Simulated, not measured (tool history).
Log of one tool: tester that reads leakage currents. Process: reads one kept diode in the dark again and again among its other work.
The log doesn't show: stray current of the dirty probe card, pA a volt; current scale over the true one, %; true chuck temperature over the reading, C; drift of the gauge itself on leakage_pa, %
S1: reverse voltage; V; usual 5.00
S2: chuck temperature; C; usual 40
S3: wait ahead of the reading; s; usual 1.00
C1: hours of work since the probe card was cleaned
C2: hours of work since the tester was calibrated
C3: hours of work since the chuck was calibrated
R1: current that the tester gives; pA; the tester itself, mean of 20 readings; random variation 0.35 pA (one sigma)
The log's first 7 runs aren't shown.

run	hour	S1	S2	S3	C1	C2	C3	R1
8	380.1	5.00	40	0.67	292	732	264	108.77
9	448.9	5.00	40	0.67	323	763	295	109.01
10	507.5	5.00	58	1.00	349	790	321	447.50
11	570.8	5.00	40	8.99	378	818	350	105.60
12	602.0	5.00	40	1.40	392	833	364	106.31
13	648.3	5.00	40	1.00	413	854	385	105.98
14	705.0	5.00	47	1.00	439	879	411	187.41
15	766.8	7.18	40	1.00	467	907	439	123.55
16	821.5	7.18	40	1.00	492	932	464	123.40
17	873.8	5.00	40	1.00	516	956	488	104.32
18	910.7	5.00	48	1.00	532	972	504	198.36
19	963.2	5.00	48	4.05	556	996	528	198.18

Forecast run 20:
# hour 997.5: chuck's temperature calibrated
20	1011.9	5.00	40	1.78	577	1017	7	?

{"run 20": {"R1": 115.83}}
Without the tool's hidden state the same run would have given R1 114.38 pA.

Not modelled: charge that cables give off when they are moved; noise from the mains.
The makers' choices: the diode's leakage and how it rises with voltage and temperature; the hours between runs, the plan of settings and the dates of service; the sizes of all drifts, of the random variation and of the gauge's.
